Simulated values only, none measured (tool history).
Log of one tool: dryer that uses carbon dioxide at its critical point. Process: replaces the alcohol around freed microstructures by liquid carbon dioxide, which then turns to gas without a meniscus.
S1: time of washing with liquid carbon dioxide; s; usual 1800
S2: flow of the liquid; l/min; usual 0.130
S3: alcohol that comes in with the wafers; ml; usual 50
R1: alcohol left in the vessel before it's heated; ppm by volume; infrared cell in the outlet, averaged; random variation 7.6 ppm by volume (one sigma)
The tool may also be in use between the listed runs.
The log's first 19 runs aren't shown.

run	hour	S1	S2	S3	R1
20	690.1	2880	0.130	50	94
21	745.7	2880	0.130	50	96
22	799.8	2100	0.216	50	78
23	847.6	2160	0.130	50	265
24	897.0	1860	0.122	26	403
25	949.3	1560	0.175	113	517
26	1002.3	1560	0.175	113	545
27	1049.6	2520	0.108	36	256
28	1086.3	2520	0.108	36	277
29	1126.3	2520	0.108	41	311
30	1164.0	1920	0.093	81	3409
31	1196.0	1980	0.130	36	345
32	1218.9	1980	0.130	36	351
33	1259.1	1680	0.151	36	373
34	1309.5	2700	0.100	86	627
35	1347.6	1560	0.189	24	186
36	1378.5	1680	0.167	22	202
# hour 1410.6: inlet filter changed
37	1423.0	2580	0.114	22	161
38	1475.8	2580	0.140	50	146
39	1521.7	1680	0.088	45	3070
40	1574.0	2340	0.203	101	124
41	1605.2	1740	0.108	50	1380

5 ways to go on from here, each from the tool as it stands after run 41. What would each give?
A	1654.8	2700	0.159	88	?
B	1654.8	1740	0.085	50	?
C	1654.8	1500	0.083	50	?
D	1654.8	1260	0.155	41	?
E	1654.8	1260	0.138	50	?

run	R1
A	150
B	3673
C	5893
D	979
E	1883
Without the tool's hidden state the same runs would have given:
run	R1
A	15
B	3274
C	5399
D	763
E	1594
